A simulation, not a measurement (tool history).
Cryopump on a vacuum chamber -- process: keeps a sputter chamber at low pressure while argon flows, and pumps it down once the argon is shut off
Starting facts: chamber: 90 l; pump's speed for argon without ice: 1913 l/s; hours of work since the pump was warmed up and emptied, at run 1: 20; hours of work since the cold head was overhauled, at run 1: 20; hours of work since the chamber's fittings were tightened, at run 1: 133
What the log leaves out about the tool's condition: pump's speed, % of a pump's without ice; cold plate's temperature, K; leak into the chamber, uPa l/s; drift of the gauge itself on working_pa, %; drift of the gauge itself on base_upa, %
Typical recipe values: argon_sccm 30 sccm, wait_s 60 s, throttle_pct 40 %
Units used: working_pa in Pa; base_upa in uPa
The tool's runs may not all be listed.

run,hour,argon_sccm,wait_s,throttle_pct,hours of work since the pump was warmed up and emptied,hours of work since the cold head was overhauled,hours of work since the chamber's fittings were tightened,working_pa,base_upa
1,0,30,60,40,20,20,133,0.0667,0.72
2,34,30,60,40,37,37,150,0.0669,0.75
3,60,30,60,40,50,50,163,0.0672,0.76
4,84.8,30,60,40,63,63,176,0.0683,0.79
5,122.8,30,60,40,83,83,196,0.0674,0.77
6,141.6,30,60,40,92,92,205,0.0682,0.78
7,179.1,30,60,40,111,111,224,0.0686,0.83
8,211,30,60,40,128,128,241,0.0687,0.83
9,234.4,30,60,40,140,140,253,0.0701,0.88
10,267.3,30,60,40,157,157,270,0.0697,0.87
11,291.4,30,60,20,169,169,282,0.1351,0.85
12,326.5,30,60,20,187,187,300,0.1366,0.92
13,353.3,30,60,20,201,201,314,0.1371,0.92
14,377,30,60,20,213,213,326,0.1357,0.9
15,408.2,30,60,30,229,229,342,0.0939,0.95
16,425.7,30,60,30,238,238,351,0.0938,0.95
17,450.4,30,60,30,250,250,363,0.0941,0.97
18,471.8,58,67,18,261,261,374,0.2974,0.9
19,502.2,58,67,18,277,277,390,0.2972,0.93
20,526.8,32,291,17,289,289,402,0.1747,0.61
21,553.1,32,24,24,303,303,416,0.1263,1.78
22,580.3,36,60,19,317,317,430,0.1771,1
23,613.8,30,66,21,334,334,447,0.1357,1.02
24,635,43,133,21,345,345,458,0.1943,0.79
25,662.6,12,60,49,359,359,472,0.0251,1.13
# hour 671.3: pump warmed up, emptied and cooled again
26,709.3,29,179,31,19,380,493,0.0827,0.68
27,733.2,30,60,26,32,393,506,0.1024,0.94
28,767.1,33,77,22,49,410,523,0.1334,0.89
29,785.3,32,60,40,58,419,532,0.0724,0.95
30,818.6,29,30,36,75,436,549,0.0731,1.51
31,851.2,29,30,36,92,453,566,0.0728,1.5
32,891.2,50,72,58,113,474,587,0.081,0.96
33,926.6,50,72,58,131,492,605,0.0811,0.97
34,959.1,50,72,58,147,508,621,0.0816,1.02

What would each run have given without the hidden state, its run-to-run variation left as it was?
run,working_pa,base_upa
1,0.0662,0.63
2,0.066,0.65
3,0.066,0.66
4,0.0668,0.67
5,0.0655,0.64
6,0.0661,0.64
7,0.0661,0.67
8,0.0658,0.65
9,0.067,0.69
10,0.0661,0.67
11,0.1312,0.65
12,0.1323,0.69
13,0.1324,0.68
14,0.1306,0.65
15,0.0883,0.68
16,0.088,0.68
17,0.0879,0.68
18,0.2848,0.6
19,0.2835,0.6
20,0.1667,0.27
21,0.1178,1.43
22,0.167,0.63
23,0.1266,0.63
24,0.1809,0.39
25,0.0211,0.69
26,0.0821,0.4
27,0.1015,0.65
28,0.132,0.57
29,0.0709,0.63
30,0.0713,1.17
31,0.0706,1.14
32,0.0764,0.58
33,0.0758,0.57
34,0.0757,0.59
